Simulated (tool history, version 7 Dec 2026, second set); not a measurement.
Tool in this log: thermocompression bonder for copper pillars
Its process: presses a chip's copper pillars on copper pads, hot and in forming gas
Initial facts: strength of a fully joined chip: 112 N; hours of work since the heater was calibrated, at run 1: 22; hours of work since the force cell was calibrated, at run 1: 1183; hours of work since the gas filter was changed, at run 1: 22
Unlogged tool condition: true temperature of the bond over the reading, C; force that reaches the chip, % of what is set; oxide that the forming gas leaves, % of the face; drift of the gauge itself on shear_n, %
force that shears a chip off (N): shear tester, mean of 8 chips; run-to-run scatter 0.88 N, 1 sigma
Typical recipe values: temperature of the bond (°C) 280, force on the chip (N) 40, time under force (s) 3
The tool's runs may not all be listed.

| run | hour | temperature of the bond (°C) | force on the chip (N) | time under force (s) | hours of work since the heater was calibrated | hours of work since the force cell was calibrated | hours of work since the gas filter was changed | force that shears a chip off (N) |
|---|---|---|---|---|---|---|---|---|
| 1 | 0 | 280 | 40 | 3 | 22 | 1183 | 22 | 78.2 |
| 2 | 31.1 | 280 | 40 | 3 | 44 | 1206 | 44 | 77 |
| 3 | 92.7 | 280 | 40 | 3 | 90 | 1252 | 90 | 75.4 |
| 4 | 151.3 | 280 | 31 | 3 | 133 | 1295 | 133 | 68.6 |
| 5 | 191.6 | 281 | 40 | 3 | 163 | 1325 | 163 | 73.2 |
|  | 201.7 | forming gas filter changed |
| 6 | 226.7 | 281 | 40 | 3 | 188 | 1350 | 18 | 80.8 |

What will run 7 give?
| 7 | 296.9 | 281 | 40 | 3 | 240 | 1402 | 70 | ? |

force that shears a chip off (N): 79
Take away the tool's hidden state, keep the run-to-run variation as it was, and the same run would have given force that shears a chip off (N) 78.8.
